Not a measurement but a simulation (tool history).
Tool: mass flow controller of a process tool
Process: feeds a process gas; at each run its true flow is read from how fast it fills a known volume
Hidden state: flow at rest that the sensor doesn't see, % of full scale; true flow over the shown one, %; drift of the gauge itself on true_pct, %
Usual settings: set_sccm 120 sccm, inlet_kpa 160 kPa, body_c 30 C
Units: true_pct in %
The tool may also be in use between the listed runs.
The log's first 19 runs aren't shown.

run	hour	set_sccm	inlet_kpa	body_c	hours of work since the controller was set to zero	hours of work since the controller was changed	true_pct
20	2780	107	188	25	104	3019	98.39
21	2902.6	107	188	25	143	3058	98.55
22	3078.2	32	266	30	198	3113	97.48
23	3244.6	27	206	22	251	3166	97.99
24	3346.9	120	209	30	284	3198	98.3
25	3464	23	244	38	321	3236	97.08
26	3592.8	120	160	33	361	3276	98.14
27	3786.7	120	160	33	423	3338	98.08
28	3938.9	120	160	30	471	3386	98.23
29	4043.9	77	153	31	504	3419	97.76
30	4173	194	252	21	545	3460	99.69

4 ways to go on from here, each from the tool as it stands after run 30. What would each give?
A	4331.8	97	160	30	596	3510	?
B	4331.8	194	242	21	596	3510	?
C	4331.8	111	157	29	596	3510	?
D	4331.8	194	252	23	596	3510	?

run	true_pct
A	98.02
B	99.55
C	98.12
D	99.56
Without the tool's hidden state the same runs would have given:
run	true_pct
A	98.53
B	100.12
C	98.65
D	100.13
